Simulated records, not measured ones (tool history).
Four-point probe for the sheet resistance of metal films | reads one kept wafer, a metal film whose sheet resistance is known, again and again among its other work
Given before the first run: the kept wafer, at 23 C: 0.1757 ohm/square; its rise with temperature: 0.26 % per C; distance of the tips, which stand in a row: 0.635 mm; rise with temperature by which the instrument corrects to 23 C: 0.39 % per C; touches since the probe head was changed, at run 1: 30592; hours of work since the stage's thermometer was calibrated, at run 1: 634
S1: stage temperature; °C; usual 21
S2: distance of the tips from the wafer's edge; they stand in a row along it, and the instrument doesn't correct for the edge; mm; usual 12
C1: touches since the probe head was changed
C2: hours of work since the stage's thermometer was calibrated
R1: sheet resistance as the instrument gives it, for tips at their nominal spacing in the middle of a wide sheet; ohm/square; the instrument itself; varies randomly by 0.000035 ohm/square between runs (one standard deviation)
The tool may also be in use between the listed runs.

run	day	S1	S2	C1	C2	R1
1	0.000	21	12	30592	634	0.176355
2	5.412	21	12	32048	694	0.176473
3	10.517	21	12	33421	750	0.176445
4	13.762	21	12	34294	786	0.176360
5	16.417	21	12	35009	815	0.176464
6	18.804	26	12	35650	842	0.175331
7	22.121	26	12	36543	878	0.175308
8	25.458	22	12	37440	915	0.176252
9	29.008	19	12	38396	955	0.176921
10	33.896	19	12	39710	1009	0.176875
11	38.900	19	12	41057	1064	0.176874
12	42.338	21	12	41981	1102	0.176382
13	47.967	21	12	43496	1164	0.176449
14	52.279	21	12	44655	1212	0.176415
15	55.529	21	12	45530	1248	0.176386
16	58.058	21	12	46210	1276	0.176363
17	63.646	21	12	47713	1338	0.176434
18	66.625	21	12	48515	1371	0.176442
19	69.438	21	55	49271	1402	0.176141
20	74.038	21	55	50509	1453	0.176162
21	79.679	31	12	52027	1515	0.174235
22	84.721	31	12	53383	1571	0.174246
23	87.221	31	12	54056	1599	0.174241
24	90.654	31	12	54979	1637	0.174257
25	94.196	21	65	55932	1676	0.176165
26	96.529	34	4	56560	1702	0.175609
27	99.958	34	4	57483	1740	0.175717
28	105.121	34	4	58871	1797	0.175652
29	108.875	34	4	59881	1838	0.175642
30	112.408	21	7	60831	1877	0.176936
31	117.875	21	7	62302	1938	0.176850
32	120.367	21	7	62972	1965	0.176934
33	124.067	19	6	63968	2006	0.177670
34	126.421	19	6	64601	2032	0.177701
35	130.892	32	12	65804	2082	0.173982
36	133.608	32	12	66534	2112	0.173991
37	136.467	32	30	67304	2143	0.173854
38	138.938	32	30	67968	2171	0.173733
39	143.229	32	30	69123	2218	0.173810
40	145.692	32	30	69785	2246	0.173821
41	151.088	22	3	71237	2305	0.180083
42	154.900	25	9	72262	2347	0.175678

4 options for the next run, each taken on its own from the tool as it stands now. Forecast them:
A	160.129	25	70	73669	2405	?
B	160.129	25	14	73669	2405	?
C	160.129	27	25	73669	2405	?
D	160.129	31	10	73669	2405	?

run	R1
A	0.175218
B	0.175473
C	0.174857
D	0.174382
Had the tool no hidden state, the same runs would have come out as:
run	R1
A	0.175221
B	0.175475
C	0.174859
D	0.174384
